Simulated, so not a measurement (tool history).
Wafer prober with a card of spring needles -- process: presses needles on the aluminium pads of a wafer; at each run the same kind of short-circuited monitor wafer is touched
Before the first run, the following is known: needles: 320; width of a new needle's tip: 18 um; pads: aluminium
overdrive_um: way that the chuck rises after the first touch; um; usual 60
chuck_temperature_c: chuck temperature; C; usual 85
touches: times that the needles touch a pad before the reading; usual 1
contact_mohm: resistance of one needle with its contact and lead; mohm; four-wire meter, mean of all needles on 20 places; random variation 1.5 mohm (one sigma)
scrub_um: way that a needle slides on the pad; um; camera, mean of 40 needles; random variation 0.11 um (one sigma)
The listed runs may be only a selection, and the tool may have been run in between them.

{"run": 1, "hour": 0.0, "overdrive_um": 60, "chuck_temperature_c": 85, "touches": 1, "contact_mohm": 156, "scrub_um": 11.29}
{"hour": 15.0, "done": "tips cleaned on abrasive film"}
{"hour": 30.0, "done": "tips cleaned on abrasive film"}
{"hour": 44.9, "done": "tips cleaned on abrasive film"}
{"run": 2, "hour": 51.5, "overdrive_um": 60, "chuck_temperature_c": 85, "touches": 1, "contact_mohm": 306, "scrub_um": 11.09}
{"hour": 57.5, "done": "tips cleaned on abrasive film"}
{"hour": 72.5, "done": "tips cleaned on abrasive film"}
{"hour": 87.5, "done": "tips cleaned on abrasive film"}
{"hour": 99.5, "done": "tips cleaned on abrasive film"}
{"hour": 114.5, "done": "tips cleaned on abrasive film"}
{"hour": 129.3, "done": "tips cleaned on abrasive film"}
{"run": 3, "hour": 129.3, "overdrive_um": 60, "chuck_temperature_c": 85, "touches": 3, "contact_mohm": 150, "scrub_um": 10.8}
{"hour": 144.2, "done": "tips cleaned on abrasive film"}
{"hour": 159.2, "done": "tips cleaned on abrasive film"}
{"hour": 171.2, "done": "tips cleaned on abrasive film"}
{"hour": 186.2, "done": "tips cleaned on abrasive film"}
{"hour": 198.2, "done": "tips cleaned on abrasive film"}
{"hour": 213.2, "done": "tips cleaned on abrasive film"}
{"run": 4, "hour": 219.1, "overdrive_um": 60, "chuck_temperature_c": 85, "touches": 2, "contact_mohm": 239, "scrub_um": 10.8}
{"hour": 228.1, "done": "tips cleaned on abrasive film"}
{"hour": 243.1, "done": "tips cleaned on abrasive film"}
{"hour": 258.0, "done": "tips cleaned on abrasive film"}
{"hour": 273.0, "done": "tips cleaned on abrasive film"}
{"run": 5, "hour": 277.9, "overdrive_um": 60, "chuck_temperature_c": 85, "touches": 2, "contact_mohm": 243, "scrub_um": 10.94}
{"hour": 286.9, "done": "tips cleaned on abrasive film"}
{"hour": 301.9, "done": "tips cleaned on abrasive film"}
{"hour": 316.8, "done": "tips cleaned on abrasive film"}
{"hour": 331.8, "done": "tips cleaned on abrasive film"}
{"run": 6, "hour": 335.9, "overdrive_um": 60, "chuck_temperature_c": 85, "touches": 2, "contact_mohm": 232, "scrub_um": 10.81}
{"hour": 344.9, "done": "tips cleaned on abrasive film"}
{"hour": 359.9, "done": "tips cleaned on abrasive film"}
{"hour": 371.9, "done": "tips cleaned on abrasive film"}
{"hour": 386.8, "done": "tips cleaned on abrasive film"}
{"hour": 401.8, "done": "tips cleaned on abrasive film"}
{"run": 7, "hour": 406.4, "overdrive_um": 60, "chuck_temperature_c": 85, "touches": 2, "contact_mohm": 228, "scrub_um": 10.53}
{"hour": 415.4, "done": "tips cleaned on abrasive film"}
{"hour": 430.4, "done": "tips cleaned on abrasive film"}
{"hour": 445.3, "done": "tips cleaned on abrasive film"}
{"hour": 457.3, "done": "tips cleaned on abrasive film"}
{"hour": 472.3, "done": "tips cleaned on abrasive film"}
{"hour": 484.3, "done": "tips cleaned on abrasive film"}
{"run": 8, "hour": 488.3, "overdrive_um": 60, "chuck_temperature_c": 85, "touches": 1, "contact_mohm": 291, "scrub_um": 10.64}
{"hour": 494.5, "done": "height of the first contact set anew"}
{"hour": 497.6, "done": "tips cleaned on abrasive film"}
{"hour": 512.6, "done": "tips cleaned on abrasive film"}
{"hour": 524.6, "done": "tips cleaned on abrasive film"}
{"hour": 539.6, "done": "tips cleaned on abrasive film"}
{"hour": 551.6, "done": "tips cleaned on abrasive film"}
{"hour": 566.5, "done": "tips cleaned on abrasive film"}
{"hour": 579.5, "done": "tips cleaned on abrasive film"}
{"run": 9, "hour": 579.5, "overdrive_um": 60, "chuck_temperature_c": 68, "touches": 1, "contact_mohm": 162, "scrub_um": 9.64}
{"hour": 594.4, "done": "tips cleaned on abrasive film"}
{"hour": 606.4, "done": "tips cleaned on abrasive film"}
{"hour": 618.4, "done": "tips cleaned on abrasive film"}
{"hour": 631.3, "done": "tips cleaned on abrasive film"}
{"run": 10, "hour": 631.3, "overdrive_um": 60, "chuck_temperature_c": 68, "touches": 1, "contact_mohm": 178, "scrub_um": 9.63}
{"hour": 643.3, "done": "tips cleaned on abrasive film"}
{"hour": 655.3, "done": "tips cleaned on abrasive film"}
{"hour": 670.2, "done": "tips cleaned on abrasive film"}
{"hour": 682.2, "done": "tips cleaned on abrasive film"}
{"run": 11, "hour": 683.7, "overdrive_um": 60, "chuck_temperature_c": 68, "touches": 1, "contact_mohm": 240, "scrub_um": 9.58}
{"hour": 695.7, "done": "tips cleaned on abrasive film"}
{"hour": 710.6, "done": "tips cleaned on abrasive film"}
{"hour": 725.6, "done": "tips cleaned on abrasive film"}
{"hour": 739.8, "done": "tips cleaned on abrasive film"}
{"run": 12, "hour": 739.8, "overdrive_um": 60, "chuck_temperature_c": 68, "touches": 1, "contact_mohm": 178, "scrub_um": 9.32}
{"hour": 751.8, "done": "tips cleaned on abrasive film"}
{"hour": 766.8, "done": "tips cleaned on abrasive film"}
{"hour": 781.8, "done": "tips cleaned on abrasive film"}
{"hour": 793.8, "done": "tips cleaned on abrasive film"}
{"hour": 800.0, "done": "height of the first contact set anew, once more"}
{"hour": 809.1, "done": "tips cleaned on abrasive film"}
{"hour": 824.0, "done": "tips cleaned on abrasive film"}
{"run": 13, "hour": 825.6, "overdrive_um": 60, "chuck_temperature_c": 68, "touches": 1, "contact_mohm": 212, "scrub_um": 11.76}
{"hour": 837.6, "done": "tips cleaned on abrasive film"}
{"hour": 849.6, "done": "tips cleaned on abrasive film"}
{"hour": 864.2, "done": "tips cleaned on abrasive film"}
{"run": 14, "hour": 864.2, "overdrive_um": 60, "chuck_temperature_c": 68, "touches": 1, "contact_mohm": 166, "scrub_um": 11.59}
{"hour": 879.2, "done": "tips cleaned on abrasive film"}
{"hour": 894.2, "done": "tips cleaned on abrasive film"}
{"hour": 909.2, "done": "tips cleaned on abrasive film"}
{"hour": 924.1, "done": "tips cleaned on abrasive film"}
{"hour": 936.1, "done": "tips cleaned on abrasive film"}
{"run": 15, "hour": 947.7, "overdrive_um": 60, "chuck_temperature_c": 27, "touches": 1, "contact_mohm": 422, "scrub_um": 11.65}
{"hour": 950.8, "done": "tips cleaned on abrasive film"}
{"hour": 965.8, "done": "tips cleaned on abrasive film"}
{"hour": 980.8, "done": "tips cleaned on abrasive film"}
{"hour": 995.7, "done": "tips cleaned on abrasive film"}
{"hour": 1008.4, "done": "tips cleaned on abrasive film"}
{"run": 16, "hour": 1008.4, "overdrive_um": 64, "chuck_temperature_c": 94, "touches": 1, "contact_mohm": 168, "scrub_um": 12.52}
{"hour": 1023.3, "done": "tips cleaned on abrasive film"}
{"hour": 1035.3, "done": "tips cleaned on abrasive film"}
{"hour": 1050.3, "done": "tips cleaned on abrasive film"}
{"hour": 1065.3, "done": "tips cleaned on abrasive film"}
{"run": 17, "hour": 1076.7, "overdrive_um": 68, "chuck_temperature_c": 62, "touches": 2, "contact_mohm": 268, "scrub_um": 12.97}
{"hour": 1079.7, "done": "tips cleaned on abrasive film"}
{"hour": 1094.7, "done": "tips cleaned on abrasive film"}
{"hour": 1109.7, "done": "tips cleaned on abrasive film"}
{"hour": 1121.7, "done": "tips cleaned on abrasive film"}
{"run": 18, "hour": 1132.9, "overdrive_um": 60, "chuck_temperature_c": 44, "touches": 2, "contact_mohm": 313, "scrub_um": 11.44}
{"hour": 1136.0, "done": "tips cleaned on abrasive film"}
{"hour": 1148.0, "done": "tips cleaned on abrasive film"}
{"hour": 1163.0, "done": "tips cleaned on abrasive film"}
{"hour": 1177.9, "done": "tips cleaned on abrasive film"}
{"run": 19, "hour": 1179.3, "overdrive_um": 60, "chuck_temperature_c": 44, "touches": 2, "contact_mohm": 187, "scrub_um": 11.27}
{"hour": 1191.3, "done": "tips cleaned on abrasive film"}
{"hour": 1206.3, "done": "tips cleaned on abrasive film"}
{"hour": 1221.3, "done": "tips cleaned on abrasive film"}
{"hour": 1235.1, "done": "tips cleaned on abrasive film"}
{"run": 20, "hour": 1235.1, "overdrive_um": 60, "chuck_temperature_c": 104, "touches": 2, "contact_mohm": 164, "scrub_um": 11.23}
{"hour": 1250.1, "done": "tips cleaned on abrasive film"}
{"hour": 1265.1, "done": "tips cleaned on abrasive film"}
{"hour": 1280.0, "done": "tips cleaned on abrasive film"}
{"hour": 1292.0, "done": "tips cleaned on abrasive film"}
{"run": 21, "hour": 1302.8, "overdrive_um": 60, "chuck_temperature_c": 26, "touches": 3, "contact_mohm": 242, "scrub_um": 11.22}
{"hour": 1305.9, "done": "tips cleaned on abrasive film"}
{"hour": 1320.8, "done": "tips cleaned on abrasive film"}
{"hour": 1332.8, "done": "tips cleaned on abrasive film"}
{"hour": 1347.8, "done": "tips cleaned on abrasive film"}
{"hour": 1362.8, "done": "tips cleaned on abrasive film"}
{"run": 22, "hour": 1366.8, "overdrive_um": 60, "chuck_temperature_c": 26, "touches": 3, "contact_mohm": 202, "scrub_um": 11.05}
{"hour": 1375.8, "done": "tips cleaned on abrasive film"}
{"hour": 1387.8, "done": "tips cleaned on abrasive film"}
{"hour": 1402.8, "done": "tips cleaned on abrasive film"}
{"hour": 1417.7, "done": "tips cleaned on abrasive film"}
{"hour": 1432.7, "done": "tips cleaned on abrasive film"}
{"hour": 1444.7, "done": "tips cleaned on abrasive film"}
{"run": 23, "hour": 1447.9, "overdrive_um": 65, "chuck_temperature_c": 106, "touches": 3, "contact_mohm": 181, "scrub_um": 11.87}
{"hour": 1456.9, "done": "tips cleaned on abrasive film"}
{"hour": 1471.9, "done": "tips cleaned on abrasive film"}
{"hour": 1486.8, "done": "tips cleaned on abrasive film"}
{"hour": 1501.8, "done": "tips cleaned on abrasive film"}
{"hour": 1513.8, "done": "tips cleaned on abrasive film"}
{"hour": 1527.7, "done": "tips cleaned on abrasive film"}
{"run": 24, "hour": 1527.7, "overdrive_um": 65, "chuck_temperature_c": 106, "touches": 3, "contact_mohm": 153, "scrub_um": 12.02}

Hidden state or all else? Some run-to-run changes of contact_mohm, split into what the settings, what came in and random variation would give without the hidden state, and what is left for the hidden state (with any gauge scatter that isn't in both results):
The hidden state here: debris on the tips, nm; way that the needles fall short of the set height, um; tips' diameter, um; drift of the gauge itself on contact_mohm, %; drift of the gauge itself on scrub_um, %.
Run 14 -> 15: chuck_temperature_c 68 -> 27, tips cleaned on abrasive film, tips cleaned on abrasive film, tips cleaned on abrasive film, tips cleaned on abrasive film, tips cleaned on abrasive film. contact_mohm +256 mohm: hidden state +264, all else -8.
Run 15 -> 16: overdrive_um 60 -> 64, chuck_temperature_c 27 -> 94, tips cleaned on abrasive film, tips cleaned on abrasive film, tips cleaned on abrasive film, tips cleaned on abrasive film, tips cleaned on abrasive film. contact_mohm -254 mohm: hidden state -265, all else +11.

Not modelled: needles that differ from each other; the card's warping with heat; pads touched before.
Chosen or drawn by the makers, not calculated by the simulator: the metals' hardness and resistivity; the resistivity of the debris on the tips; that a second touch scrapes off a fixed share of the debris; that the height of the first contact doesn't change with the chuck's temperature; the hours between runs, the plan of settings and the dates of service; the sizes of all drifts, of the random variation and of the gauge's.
